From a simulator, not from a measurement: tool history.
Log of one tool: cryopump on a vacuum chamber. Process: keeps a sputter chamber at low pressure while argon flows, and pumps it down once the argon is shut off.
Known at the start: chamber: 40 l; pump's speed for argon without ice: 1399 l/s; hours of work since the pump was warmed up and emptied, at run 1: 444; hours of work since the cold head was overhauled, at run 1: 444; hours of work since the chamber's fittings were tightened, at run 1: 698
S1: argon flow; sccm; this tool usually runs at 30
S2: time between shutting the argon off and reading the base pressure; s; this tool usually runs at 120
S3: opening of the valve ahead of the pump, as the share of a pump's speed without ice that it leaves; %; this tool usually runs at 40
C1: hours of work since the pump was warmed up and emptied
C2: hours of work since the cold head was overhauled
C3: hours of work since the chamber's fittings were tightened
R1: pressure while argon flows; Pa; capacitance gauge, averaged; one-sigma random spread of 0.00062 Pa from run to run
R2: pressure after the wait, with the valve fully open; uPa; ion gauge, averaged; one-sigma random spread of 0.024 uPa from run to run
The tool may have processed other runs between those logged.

run   hour  S1   S2  S3   C1   C2   C3      R1    R2
  1      0  30  120  40  444  444  698  0.0953  1.64
  2   23.1  30  120  28  453  453  707  0.1337  1.58
  3   54.3  58  120  40  466  466  719  0.1838  1.67
  4   81.5  58  138  40  477  477  730   0.186  1.61
  5  108.3  58  138  40  487  487  741  0.1836  1.66
  6  139.2  58  138  40  500  500  754  0.1851  1.59
  7  162.7  58  138  40  509  509  763   0.186  1.64
  8  194.6  30  167  40  522  522  776  0.0958  1.53
  9  220.3  29  120  40  532  532  786  0.0925  1.69
 10  248.5  30  219  40  544  544  798  0.0976  1.52
 11  265.8  30   22  40  551  551  805  0.0953  4.62
 12  291.8  30  125  40  561  561  815  0.0958  1.73
 13  305.4  12  130  28  567  567  821  0.0542  1.72
 14  320.8  12  130  30  573  573  827  0.0507  1.79
 15    350  30  193  59  585  585  839  0.0661  1.61
 16  381.5  12  167  41  597  597  851  0.0381  1.67
 17  396.7  14   26  40  603  603  857  0.0449  4.17
 18    414  14  289  40  610  610  864  0.0452  1.52
 19  442.1  47  289  40  622  622  876   0.152  1.49
 20  460.2  47  289  40  629  629  883  0.1516  1.51
 21  489.9  47  289  40  641  641  895  0.1514  1.52
 22  520.5  30  148  40  653  653  907  0.0969   1.8
 23  547.1  32   43  29  664  664  918  0.1406  3.11
 24  576.4  38   44  20  676  676  930  0.2377  3.06

What if the next run were any one of these 3? Each begins from the tool's condition after run 24:
  A  599.7  38  289  20  685  685  939   ?   ?
  B  599.7  21  120  40  685  685  939   ?   ?
  C  599.7  13  120  40  685  685  939   ?   ?

run      R1    R2
  A  0.2359  1.59
  B  0.0686  1.99
  C   0.043     2
With no hidden state in the tool, these same runs would have given:
run      R1    R2
  A  0.2273  0.48
  B  0.0638  0.85
  C  0.0401  0.86
